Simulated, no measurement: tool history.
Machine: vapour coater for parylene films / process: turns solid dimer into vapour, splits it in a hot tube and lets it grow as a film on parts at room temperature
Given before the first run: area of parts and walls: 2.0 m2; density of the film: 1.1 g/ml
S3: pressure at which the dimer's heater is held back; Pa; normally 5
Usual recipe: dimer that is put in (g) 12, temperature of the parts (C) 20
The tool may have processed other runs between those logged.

run 1 hour=0 | dimer_that_is_put_in_(g)=12 temperature_of_the_parts_(C)=20 S3=5 | thickness_of_the_film_(um)=2.83
run 2 hour=15.9 | dimer_that_is_put_in_(g)=12 temperature_of_the_parts_(C)=20 S3=5 | thickness_of_the_film_(um)=2.83
run 3 hour=24.6 | dimer_that_is_put_in_(g)=12 temperature_of_the_parts_(C)=20 S3=5 | thickness_of_the_film_(um)=2.84
run 4 hour=44.8 | dimer_that_is_put_in_(g)=12 temperature_of_the_parts_(C)=20 S3=4.86 | thickness_of_the_film_(um)=2.76
run 5 hour=60.8 | dimer_that_is_put_in_(g)=12 temperature_of_the_parts_(C)=20 S3=4.86 | thickness_of_the_film_(um)=2.78
run 6 hour=78.8 | dimer_that_is_put_in_(g)=12 temperature_of_the_parts_(C)=20 S3=4.86 | thickness_of_the_film_(um)=2.76
run 7 hour=88.2 | dimer_that_is_put_in_(g)=12 temperature_of_the_parts_(C)=20 S3=4.86 | thickness_of_the_film_(um)=2.74
run 8 hour=106.5 | dimer_that_is_put_in_(g)=12 temperature_of_the_parts_(C)=20 S3=4.86 | thickness_of_the_film_(um)=3.03
run 9 hour=124.2 | dimer_that_is_put_in_(g)=14 temperature_of_the_parts_(C)=20 S3=4.86 | thickness_of_the_film_(um)=3.48
run 10 hour=140.6 | dimer_that_is_put_in_(g)=14 temperature_of_the_parts_(C)=20 S3=4.86 | thickness_of_the_film_(um)=3.46
run 11 hour=155.6 | dimer_that_is_put_in_(g)=14 temperature_of_the_parts_(C)=20 S3=4.86 | thickness_of_the_film_(um)=3.52
run 12 hour=174.1 | dimer_that_is_put_in_(g)=14 temperature_of_the_parts_(C)=20 S3=4.86 | thickness_of_the_film_(um)=3.45
run 13 hour=190 | dimer_that_is_put_in_(g)=14 temperature_of_the_parts_(C)=20 S3=4.86 | thickness_of_the_film_(um)=3.39
run 14 hour=200 | dimer_that_is_put_in_(g)=12 temperature_of_the_parts_(C)=20 S3=4.13 | thickness_of_the_film_(um)=3.01
run 15 hour=208.5 | dimer_that_is_put_in_(g)=12 temperature_of_the_parts_(C)=20 S3=5 | thickness_of_the_film_(um)=2.92
run 16 hour=219.9 | dimer_that_is_put_in_(g)=12 temperature_of_the_parts_(C)=20 S3=5 | thickness_of_the_film_(um)=2.95
run 17 hour=234.2 | dimer_that_is_put_in_(g)=12 temperature_of_the_parts_(C)=20 S3=5 | thickness_of_the_film_(um)=2.96
run 18 hour=252.4 | dimer_that_is_put_in_(g)=12 temperature_of_the_parts_(C)=20 S3=5 | thickness_of_the_film_(um)=2.88
run 19 hour=262 | dimer_that_is_put_in_(g)=12 temperature_of_the_parts_(C)=20 S3=5 | thickness_of_the_film_(um)=2.84
run 20 hour=281.3 | dimer_that_is_put_in_(g)=12 temperature_of_the_parts_(C)=20 S3=5 | thickness_of_the_film_(um)=2.88
run 21 hour=291.3 | dimer_that_is_put_in_(g)=15 temperature_of_the_parts_(C)=20 S3=5 | thickness_of_the_film_(um)=3.55
run 22 hour=304.3 | dimer_that_is_put_in_(g)=12 temperature_of_the_parts_(C)=20 S3=4.75 | thickness_of_the_film_(um)=2.88
run 23 hour=323.9 | dimer_that_is_put_in_(g)=12 temperature_of_the_parts_(C)=20 S3=4.75 | thickness_of_the_film_(um)=2.87
run 24 hour=332.2 | dimer_that_is_put_in_(g)=12 temperature_of_the_parts_(C)=27 S3=6.45 | thickness_of_the_film_(um)=2.13
run 25 hour=345.5 | dimer_that_is_put_in_(g)=12 temperature_of_the_parts_(C)=16 S3=2.63 | thickness_of_the_film_(um)=3.6
run 26 hour=361.6 | dimer_that_is_put_in_(g)=7 temperature_of_the_parts_(C)=12 S3=2.26 | thickness_of_the_film_(um)=2.46
run 27 hour=377.7 | dimer_that_is_put_in_(g)=7 temperature_of_the_parts_(C)=20 S3=5 | thickness_of_the_film_(um)=1.63
run 28 hour=390.8 | dimer_that_is_put_in_(g)=12 temperature_of_the_parts_(C)=27 S3=5 | thickness_of_the_film_(um)=2.22
run 29 hour=409.6 | dimer_that_is_put_in_(g)=11 temperature_of_the_parts_(C)=23 S3=10.6 | thickness_of_the_film_(um)=1.93
run 30 hour=425.4 | dimer_that_is_put_in_(g)=7 temperature_of_the_parts_(C)=15 S3=7.41 | thickness_of_the_film_(um)=1.75
run 31 hour=443.7 | dimer_that_is_put_in_(g)=7 temperature_of_the_parts_(C)=15 S3=7.41 | thickness_of_the_film_(um)=1.75
run 32 hour=467.5 | dimer_that_is_put_in_(g)=7 temperature_of_the_parts_(C)=15 S3=7.41 | thickness_of_the_film_(um)=1.92
run 33 hour=485.6 | dimer_that_is_put_in_(g)=6 temperature_of_the_parts_(C)=20 S3=5 | thickness_of_the_film_(um)=1.49
run 34 hour=494.2 | dimer_that_is_put_in_(g)=6 temperature_of_the_parts_(C)=20 S3=5 | thickness_of_the_film_(um)=1.46
run 35 hour=512.1 | dimer_that_is_put_in_(g)=10 temperature_of_the_parts_(C)=27 S3=10.13 | thickness_of_the_film_(um)=1.66
run 36 hour=526.7 | dimer_that_is_put_in_(g)=5 temperature_of_the_parts_(C)=22 S3=7.83 | thickness_of_the_film_(um)=1.09
run 37 hour=542.8 | dimer_that_is_put_in_(g)=15 temperature_of_the_parts_(C)=20 S3=4.36 | thickness_of_the_film_(um)=3.69
run 38 hour=552.9 | dimer_that_is_put_in_(g)=15 temperature_of_the_parts_(C)=20 S3=4.36 | thickness_of_the_film_(um)=3.71
run 39 hour=568.2 | dimer_that_is_put_in_(g)=15 temperature_of_the_parts_(C)=20 S3=4.35 | thickness_of_the_film_(um)=3.76
run 40 hour=581.8 | dimer_that_is_put_in_(g)=6 temperature_of_the_parts_(C)=20 S3=7.37 | thickness_of_the_film_(um)=1.34
run 41 hour=599.2 | dimer_that_is_put_in_(g)=12 temperature_of_the_parts_(C)=20 S3=9.38 | thickness_of_the_film_(um)=2.54
run 42 hour=613.2 | dimer_that_is_put_in_(g)=12 temperature_of_the_parts_(C)=20 S3=2.19 | thickness_of_the_film_(um)=3.37
run 43 hour=631.4 | dimer_that_is_put_in_(g)=8 temperature_of_the_parts_(C)=14 S3=5 | thickness_of_the_film_(um)=2.32
run 44 hour=639.9 | dimer_that_is_put_in_(g)=20 temperature_of_the_parts_(C)=15 S3=4.03 | thickness_of_the_film_(um)=5.95

Not shown here: 2 entries made in the log between runs. Locate each between two listed runs and compare the hidden state at the listed run before it with the hidden state at the listed run after it:
Between runs 7 and 8: trap's valve overhauled (hour 100.5)
  vapour lost through the trap's worn valve, %: 9.3 -> 0.7; true temperature of the parts over the reading, C: 0.32 -> 0.33
  the result without the hidden state subtracted from the measured one, thickness of the film (um): -0.32 -> -0.06
Between runs 31 and 32: trap's valve overhauled (hour 457)
  vapour lost through the trap's worn valve, %: 9.2 -> 0.6; true temperature of the parts over the reading, C: 0.54 -> 0.55
  the result without the hidden state subtracted from the measured one, thickness of the film (um): -0.21 -> -0.04

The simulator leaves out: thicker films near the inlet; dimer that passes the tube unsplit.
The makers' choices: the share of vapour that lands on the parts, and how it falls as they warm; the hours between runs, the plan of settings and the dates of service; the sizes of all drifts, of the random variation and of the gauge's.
